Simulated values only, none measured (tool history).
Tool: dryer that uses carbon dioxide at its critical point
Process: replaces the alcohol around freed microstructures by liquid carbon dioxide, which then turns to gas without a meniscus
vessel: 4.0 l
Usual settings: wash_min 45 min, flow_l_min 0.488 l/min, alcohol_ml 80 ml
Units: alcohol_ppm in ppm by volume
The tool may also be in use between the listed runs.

run 1 hour=0.0 | wash_min=45 flow_l_min=0.488 alcohol_ml=80 | alcohol_ppm=242
run 2 hour=15.0 | wash_min=45 flow_l_min=0.488 alcohol_ml=85 | alcohol_ppm=268
run 3 hour=24.1 | wash_min=45 flow_l_min=0.488 alcohol_ml=85 | alcohol_ppm=270
run 4 hour=37.9 | wash_min=45 flow_l_min=0.488 alcohol_ml=80 | alcohol_ppm=260
run 5 hour=46.4 | wash_min=45 flow_l_min=0.488 alcohol_ml=80 | alcohol_ppm=258
run 6 hour=62.0 | wash_min=45 flow_l_min=0.488 alcohol_ml=80 | alcohol_ppm=268
run 7 hour=69.5 | wash_min=45 flow_l_min=0.488 alcohol_ml=80 | alcohol_ppm=270
run 8 hour=83.3 | wash_min=45 flow_l_min=0.488 alcohol_ml=80 | alcohol_ppm=273
run 9 hour=95.1 | wash_min=45 flow_l_min=0.488 alcohol_ml=80 | alcohol_ppm=273
run 10 hour=110.4 | wash_min=45 flow_l_min=0.488 alcohol_ml=68 | alcohol_ppm=246
run 11 hour=119.4 | wash_min=45 flow_l_min=0.488 alcohol_ml=68 | alcohol_ppm=235
run 12 hour=133.8 | wash_min=45 flow_l_min=0.395 alcohol_ml=68 | alcohol_ppm=525
run 13 hour=148.0 | wash_min=45 flow_l_min=0.395 alcohol_ml=68 | alcohol_ppm=519
run 14 hour=163.0 | wash_min=41 flow_l_min=0.526 alcohol_ml=44 | alcohol_ppm=191
run 15 hour=178.3 | wash_min=45 flow_l_min=0.488 alcohol_ml=28 | alcohol_ppm=143
run 16 hour=188.3 | wash_min=39 flow_l_min=0.418 alcohol_ml=28 | alcohol_ppm=330
run 17 hour=199.8 | wash_min=60 flow_l_min=0.785 alcohol_ml=80 | alcohol_ppm=62
run 18 hour=212.1 | wash_min=45 flow_l_min=0.641 alcohol_ml=80 | alcohol_ppm=117
run 19 hour=228.3 | wash_min=65 flow_l_min=0.408 alcohol_ml=80 | alcohol_ppm=159
run 20 hour=243.4 | wash_min=59 flow_l_min=0.423 alcohol_ml=88 | alcohol_ppm=215
run 21 hour=252.0 | wash_min=27 flow_l_min=0.761 alcohol_ml=41 | alcohol_ppm=236
run 22 hour=265.5 | wash_min=27 flow_l_min=0.761 alcohol_ml=41 | alcohol_ppm=228
run 23 hour=279.8 | wash_min=38 flow_l_min=0.761 alcohol_ml=38 | alcohol_ppm=98
run 24 hour=296.5 | wash_min=27 flow_l_min=0.464 alcohol_ml=42 | alcohol_ppm=921
run 25 hour=309.9 | wash_min=27 flow_l_min=0.464 alcohol_ml=42 | alcohol_ppm=942

Forecast each of these 4 alternatives for the next run:
run A hour=327.0 | wash_min=27 flow_l_min=0.746 alcohol_ml=23 | alcohol_ppm=?
run B hour=327.0 | wash_min=37 flow_l_min=0.488 alcohol_ml=37 | alcohol_ppm=?
run C hour=327.0 | wash_min=35 flow_l_min=0.488 alcohol_ml=80 | alcohol_ppm=?
run D hour=327.0 | wash_min=70 flow_l_min=0.651 alcohol_ml=42 | alcohol_ppm=?

run=A alcohol_ppm=179
run=B alcohol_ppm=338
run=C alcohol_ppm=757
run=D alcohol_ppm=80
Without the tool's hidden state the same runs would have given:
run=A alcohol_ppm=69
run=B alcohol_ppm=171
run=C alcohol_ppm=438
run=D alcohol_ppm=12

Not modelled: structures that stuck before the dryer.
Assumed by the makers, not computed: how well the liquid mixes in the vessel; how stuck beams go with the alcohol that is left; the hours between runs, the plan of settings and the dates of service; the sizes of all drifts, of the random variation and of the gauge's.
